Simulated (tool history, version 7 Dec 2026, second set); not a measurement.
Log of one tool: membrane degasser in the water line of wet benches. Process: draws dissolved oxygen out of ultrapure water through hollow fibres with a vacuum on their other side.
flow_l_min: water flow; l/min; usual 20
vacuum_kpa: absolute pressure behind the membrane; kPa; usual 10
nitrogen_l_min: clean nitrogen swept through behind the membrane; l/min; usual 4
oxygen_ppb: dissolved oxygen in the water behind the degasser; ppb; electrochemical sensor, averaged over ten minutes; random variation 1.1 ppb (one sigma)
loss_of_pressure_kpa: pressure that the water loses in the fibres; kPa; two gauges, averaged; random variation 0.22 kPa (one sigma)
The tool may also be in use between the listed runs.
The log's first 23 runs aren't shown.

run,hour,flow_l_min,vacuum_kpa,nitrogen_l_min,oxygen_ppb,loss_of_pressure_kpa
24,1883.8,22,14.5,4,190.6,62.46
25,1959.8,22,18.2,3.99,237,62.6
26,2018,28,10,3.49,212.6,79.66
27,2105.9,28,7,3.04,165.6,79.74
28,2203.4,15,9.7,4,72.5,42.4
29,2299.6,18,10,6.2,72.6,51.11
30,2355.2,19,7.4,6.2,59.4,54.13
31,2416.8,19,7.4,6.2,60.1,54.43
32,2509.9,19,7.4,6.2,59.1,53.82
33,2585.6,20,7.1,1.76,136.4,56.79

3 ways to go on from here, each from the tool as it stands after run 33. What would each give?
A,2655.6,25,10,7.04,?,?
B,2655.6,12,7.1,6.38,?,?
C,2655.6,18,7.1,2.78,?,?

run,oxygen_ppb,loss_of_pressure_kpa
A,119.8,71.25
B,24.3,34.22
C,85.8,51.4
Without the tool's hidden state the same runs would have given:
run,oxygen_ppb,loss_of_pressure_kpa
A,112.2,69.62
B,22.8,33.44
C,81.1,50.22

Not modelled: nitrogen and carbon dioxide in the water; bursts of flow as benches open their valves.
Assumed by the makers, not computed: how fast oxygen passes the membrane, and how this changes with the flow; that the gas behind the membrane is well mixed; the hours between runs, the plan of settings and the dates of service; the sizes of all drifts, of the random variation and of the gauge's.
